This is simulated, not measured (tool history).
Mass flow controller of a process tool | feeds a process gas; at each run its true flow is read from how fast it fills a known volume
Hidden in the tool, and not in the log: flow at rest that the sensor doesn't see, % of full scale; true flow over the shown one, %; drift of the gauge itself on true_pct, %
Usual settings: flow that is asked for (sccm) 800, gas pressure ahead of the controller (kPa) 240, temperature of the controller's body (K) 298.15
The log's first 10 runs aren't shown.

run     day  flow that is asked for (sccm)  gas pressure ahead of the controller (kPa)  temperature of the controller's body (K)  hours of work since the controller was set to zero  hours of work since the controller was changed  true flow (%)
 11  25.792                            800                                         240                                    298.15                                                 268                                             268          99.65
 12  29.058                            800                                         240                                    298.15                                                 299                                             299          99.61
 13  32.692                            427                                         240                                    298.15                                                 334                                             334          99.43
 14  35.300                            263                                         240                                    298.15                                                 359                                             359          99.36
 15  39.046                            800                                         192                                    298.15                                                 395                                             395          99.84
 16  40.958                            800                                         192                                    298.15                                                 413                                             413          99.85
 17  43.762                            800                                         240                                    303.15                                                 440                                             440          99.20
 18  46.688                            800                                         234                                    298.15                                                 468                                             468          99.46
 19  48.421                            800                                         234                                    298.15                                                 484                                             484          99.66
 20  51.083                            800                                         234                                    298.15                                                 510                                             510          99.65
 21  53.962                            800                                         240                                    298.15                                                 537                                             537          99.54

Run 22 comes next. What will it give?
 22  57.158                            130                                         194                                    297.15                                                 568                                             568              ?

true flow (%): 99.32
Without the tool's hidden state the same run would have given true flow (%) 99.85.
